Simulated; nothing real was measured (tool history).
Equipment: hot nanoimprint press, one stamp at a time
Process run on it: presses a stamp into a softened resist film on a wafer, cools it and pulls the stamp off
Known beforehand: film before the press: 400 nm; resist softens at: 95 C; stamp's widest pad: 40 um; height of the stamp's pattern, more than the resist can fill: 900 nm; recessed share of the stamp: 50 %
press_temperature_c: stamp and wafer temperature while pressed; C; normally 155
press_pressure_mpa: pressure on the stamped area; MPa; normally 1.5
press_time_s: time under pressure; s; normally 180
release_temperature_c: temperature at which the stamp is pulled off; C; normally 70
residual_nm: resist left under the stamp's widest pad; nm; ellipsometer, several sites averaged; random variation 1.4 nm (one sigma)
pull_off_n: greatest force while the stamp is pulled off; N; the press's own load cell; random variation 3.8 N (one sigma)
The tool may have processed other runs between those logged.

Run 1, hour 0: usual settings. Result: residual_nm 225.7 nm, pull_off_n 206 N.
Run 2, hour 36: usual settings. Result: residual_nm 224.8 nm, pull_off_n 221 N.
Run 3, hour 78.9: usual settings. Result: residual_nm 222 nm, pull_off_n 212 N.
At hour 137.3: stamp cleaned and given a new release coat.
Run 4, hour 138.5: usual settings but press_temperature_c 151 C. Result: residual_nm 266.7 nm, pull_off_n 179 N.
Run 5, hour 169.1: usual settings. Result: residual_nm 221.4 nm, pull_off_n 188 N.
Run 6, hour 220.6: usual settings but release_temperature_c 64 C. Result: residual_nm 222.1 nm, pull_off_n 201 N.
Run 7, hour 265: usual settings but release_temperature_c 64 C. Result: residual_nm 217.5 nm, pull_off_n 212 N.
Run 8, hour 316.9: usual settings but press_pressure_mpa 2.36 MPa. Result: residual_nm 179.4 nm, pull_off_n 188 N.
At hour 324.3: plate thermocouple calibrated.
Run 9, hour 349.1: usual settings but press_temperature_c 157 C. Result: residual_nm 189.9 nm, pull_off_n 196 N.
Run 10, hour 382.5: usual settings but press_temperature_c 157 C. Result: residual_nm 186 nm, pull_off_n 188 N.
Run 11, hour 423.3: usual settings but press_temperature_c 157 C. Result: residual_nm 184.5 nm, pull_off_n 194 N.
At hour 444.6: plate thermocouple calibrated, once more.
Run 12, hour 472: usual settings but press_temperature_c 157 C. Result: residual_nm 206.2 nm, pull_off_n 205 N.
Run 13, hour 518.2: usual settings but press_pressure_mpa 1.29 MPa. Result: residual_nm 235.1 nm, pull_off_n 206 N.
Run 14, hour 568.9: usual settings but press_pressure_mpa 1.29 MPa. Result: residual_nm 236.2 nm, pull_off_n 206 N.
Run 15, hour 599.3: usual settings but press_time_s 153 s. Result: residual_nm 233.6 nm, pull_off_n 205 N.
Run 16, hour 635.1: usual settings but press_pressure_mpa 1.56 MPa, press_time_s 252 s. Result: residual_nm 194.9 nm, pull_off_n 213 N.
Run 17, hour 672.3: usual settings but press_temperature_c 152 C, press_pressure_mpa 1.89 MPa, release_temperature_c 71 C. Result: residual_nm 234.2 nm, pull_off_n 198 N.
Run 18, hour 696.1: usual settings but press_temperature_c 152 C, press_pressure_mpa 1.89 MPa, release_temperature_c 71 C. Result: residual_nm 234.9 nm, pull_off_n 203 N.
Run 19, hour 747.7: usual settings but press_temperature_c 147 C, press_pressure_mpa 1.46 MPa, release_temperature_c 71 C. Result: residual_nm 307.5 nm, pull_off_n 203 N.
Run 20, hour 791.4: usual settings but press_temperature_c 161 C, press_pressure_mpa 1.46 MPa, press_time_s 252 s, release_temperature_c 71 C. Result: residual_nm 139.4 nm, pull_off_n 207 N.
Run 21, hour 822.6: usual settings but press_temperature_c 161 C, press_pressure_mpa 1.96 MPa, press_time_s 315 s, release_temperature_c 74 C. Result: residual_nm 110.5 nm, pull_off_n 200 N.
Run 22, hour 873.2: usual settings but press_temperature_c 162 C, press_pressure_mpa 2.01 MPa, press_time_s 315 s, release_temperature_c 74 C. Result: residual_nm 100.6 nm, pull_off_n 198 N.
Run 23, hour 922.2: usual settings but press_temperature_c 154 C. Result: residual_nm 223.9 nm, pull_off_n 222 N.
At hour 943.6: stamp cleaned and given a new release coat.
Run 24, hour 981.1: usual settings but press_temperature_c 152 C. Result: residual_nm 245 nm, pull_off_n 180 N.
Run 25, hour 1028.6: usual settings but press_temperature_c 152 C, press_pressure_mpa 1.65 MPa, release_temperature_c 66 C. Result: residual_nm 237.5 nm, pull_off_n 195 N.
Run 26, hour 1064.6: usual settings but press_temperature_c 150 C, press_pressure_mpa 0.92 MPa, release_temperature_c 66 C. Result: residual_nm 299.5 nm, pull_off_n 194 N.
Run 27, hour 1100.6: usual settings but press_temperature_c 152 C, press_pressure_mpa 2.06 MPa, release_temperature_c 66 C. Result: residual_nm 213.9 nm, pull_off_n 205 N.
Run 28, hour 1133.7: usual settings but press_pressure_mpa 0.93 MPa, release_temperature_c 76 C. Result: residual_nm 245.3 nm, pull_off_n 164 N.
At hour 1184.2: plate thermocouple calibrated.
Run 29, hour 1187.7: usual settings but press_temperature_c 163 C, press_time_s 140 s, release_temperature_c 65 C. Result: residual_nm 164.7 nm, pull_off_n 217 N.

Below, each run's measurement less what the same run would have read without the hidden state. Both values contain the same run-to-run variation, but the gauge's scatter may not be the same in both:
Hidden conditions of the tool in this case: true temperature over the reading, C; pressure that arrives at the usual setting, %; grip of the stamp's worn release coat, % over a new coat's; drift of the gauge itself on residual_nm, %; drift of the gauge itself on pull_off_n, %.
run  residual_nm  pull_off_n
  1           -1         +32
  2         -2.1         +36
  3         -3.3         +35
  4         -5.1          -2
  5           -6          +0
  6         -7.7          +2
  7         -8.7          +4
  8         -9.1          +6
  9        -16.2          +5
 10        -16.9          +5
 11          -18          +7
 12         +0.3         +17
 13         -1.3         +19
 14         -2.9         +21
 15         -3.5         +21
 16         -4.4         +24
 17         -5.5         +24
 18         -6.3         +24
 19         -7.2         +27
 20         -6.6         +29
 21         -5.4         +28
 22         -5.8         +29
 23        -13.2         +35
 24        -15.1          -4
 25        -16.5          -1
 26        -15.8          +1
 27        -17.7          +2
 28        -19.8          +1
 29         +0.1         +13

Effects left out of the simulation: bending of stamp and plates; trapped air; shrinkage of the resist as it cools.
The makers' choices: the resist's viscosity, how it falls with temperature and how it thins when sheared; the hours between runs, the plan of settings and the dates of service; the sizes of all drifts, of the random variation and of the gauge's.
